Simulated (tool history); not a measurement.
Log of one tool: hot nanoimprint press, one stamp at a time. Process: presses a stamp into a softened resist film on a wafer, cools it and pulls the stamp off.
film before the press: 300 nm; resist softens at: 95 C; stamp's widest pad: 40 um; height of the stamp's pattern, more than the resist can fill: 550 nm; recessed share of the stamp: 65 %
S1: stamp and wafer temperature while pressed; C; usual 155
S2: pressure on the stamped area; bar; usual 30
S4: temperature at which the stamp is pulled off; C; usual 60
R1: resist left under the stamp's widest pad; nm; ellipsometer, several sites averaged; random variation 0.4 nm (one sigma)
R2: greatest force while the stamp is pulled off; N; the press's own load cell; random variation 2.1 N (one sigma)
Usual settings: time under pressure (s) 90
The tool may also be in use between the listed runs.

{"run": 1, "hour": 0.0, "S1": 155, "S2": 30, "time under pressure (s)": 90, "S4": 60, "R1": 171.7, "R2": 129}
{"run": 2, "hour": 24.1, "S1": 155, "S2": 30, "time under pressure (s)": 90, "S4": 60, "R1": 171, "R2": 134}
{"hour": 51.0, "done": "plate thermocouple calibrated"}
{"run": 3, "hour": 51.0, "S1": 155, "S2": 30, "time under pressure (s)": 90, "S4": 60, "R1": 177.6, "R2": 143}
{"run": 4, "hour": 63.1, "S1": 155, "S2": 30, "time under pressure (s)": 90, "S4": 60, "R1": 176.2, "R2": 149}
{"hour": 82.1, "done": "stamp cleaned and given a new release coat"}
{"run": 5, "hour": 95.3, "S1": 155, "S2": 30, "time under pressure (s)": 90, "S4": 60, "R1": 176.6, "R2": 123}
{"run": 6, "hour": 120.7, "S1": 155, "S2": 30, "time under pressure (s)": 90, "S4": 60, "R1": 176.9, "R2": 128}
{"run": 7, "hour": 143.7, "S1": 155, "S2": 30, "time under pressure (s)": 90, "S4": 60, "R1": 176.6, "R2": 135}
{"run": 8, "hour": 157.0, "S1": 155, "S2": 30, "time under pressure (s)": 90, "S4": 60, "R1": 176, "R2": 137}
{"run": 9, "hour": 179.3, "S1": 155, "S2": 30, "time under pressure (s)": 90, "S4": 60, "R1": 175.8, "R2": 143}
{"run": 10, "hour": 198.9, "S1": 155, "S2": 30, "time under pressure (s)": 90, "S4": 65, "R1": 175.5, "R2": 130}
{"hour": 219.8, "done": "stamp cleaned and given a new release coat"}
{"run": 11, "hour": 229.5, "S1": 155, "S2": 30, "time under pressure (s)": 90, "S4": 60, "R1": 175.4, "R2": 116}
{"run": 12, "hour": 243.8, "S1": 159, "S2": 30, "time under pressure (s)": 90, "S4": 60, "R1": 156.7, "R2": 121}
{"run": 13, "hour": 254.8, "S1": 164, "S2": 30, "time under pressure (s)": 90, "S4": 60, "R1": 135.3, "R2": 126}
{"run": 14, "hour": 279.3, "S1": 155, "S2": 30, "time under pressure (s)": 90, "S4": 47, "R1": 175.5, "R2": 155}
{"run": 15, "hour": 300.4, "S1": 155, "S2": 31.8, "time under pressure (s)": 90, "S4": 60, "R1": 171.7, "R2": 136}
{"run": 16, "hour": 311.1, "S1": 155, "S2": 31.8, "time under pressure (s)": 90, "S4": 60, "R1": 171.3, "R2": 141}
{"run": 17, "hour": 332.1, "S1": 165, "S2": 30, "time under pressure (s)": 64, "S4": 60, "R1": 148.2, "R2": 145}
{"run": 18, "hour": 348.3, "S1": 165, "S2": 37, "time under pressure (s)": 135, "S4": 54, "R1": 101.6, "R2": 162}
{"hour": 357.0, "done": "stamp cleaned and given a new release coat"}
{"run": 19, "hour": 377.7, "S1": 165, "S2": 37, "time under pressure (s)": 128, "S4": 54, "R1": 103.5, "R2": 132}
{"run": 20, "hour": 389.0, "S1": 162, "S2": 28.6, "time under pressure (s)": 50, "S4": 48, "R1": 177.6, "R2": 145}
{"run": 21, "hour": 406.3, "S1": 149, "S2": 30, "time under pressure (s)": 154, "S4": 60, "R1": 175.8, "R2": 131}
{"run": 22, "hour": 418.9, "S1": 149, "S2": 30, "time under pressure (s)": 162, "S4": 57, "R1": 173.2, "R2": 137}
{"run": 23, "hour": 444.3, "S1": 155, "S2": 30, "time under pressure (s)": 76, "S4": 60, "R1": 183.6, "R2": 134}
{"run": 24, "hour": 465.5, "S1": 155, "S2": 30, "time under pressure (s)": 76, "S4": 60, "R1": 183.4, "R2": 144}
{"run": 25, "hour": 480.4, "S1": 155, "S2": 47.3, "time under pressure (s)": 99, "S4": 67, "R1": 141.6, "R2": 130}
{"hour": 493.7, "done": "stamp cleaned and given a new release coat"}
{"run": 26, "hour": 503.8, "S1": 155, "S2": 47.3, "time under pressure (s)": 99, "S4": 67, "R1": 141.7, "R2": 111}
{"run": 27, "hour": 521.2, "S1": 156, "S2": 21.3, "time under pressure (s)": 99, "S4": 67, "R1": 185.4, "R2": 108}

Run 28 comes next. What will it give?
{"run": 28, "hour": 545.1, "S1": 155, "S2": 30, "time under pressure (s)": 105, "S4": 52, "R1": "?", "R2": "?"}

{"run 28": {"R1": 165.4, "R2": 140}}
Without the tool's hidden state the same run would have given R1 165.9 nm, R2 130 N.

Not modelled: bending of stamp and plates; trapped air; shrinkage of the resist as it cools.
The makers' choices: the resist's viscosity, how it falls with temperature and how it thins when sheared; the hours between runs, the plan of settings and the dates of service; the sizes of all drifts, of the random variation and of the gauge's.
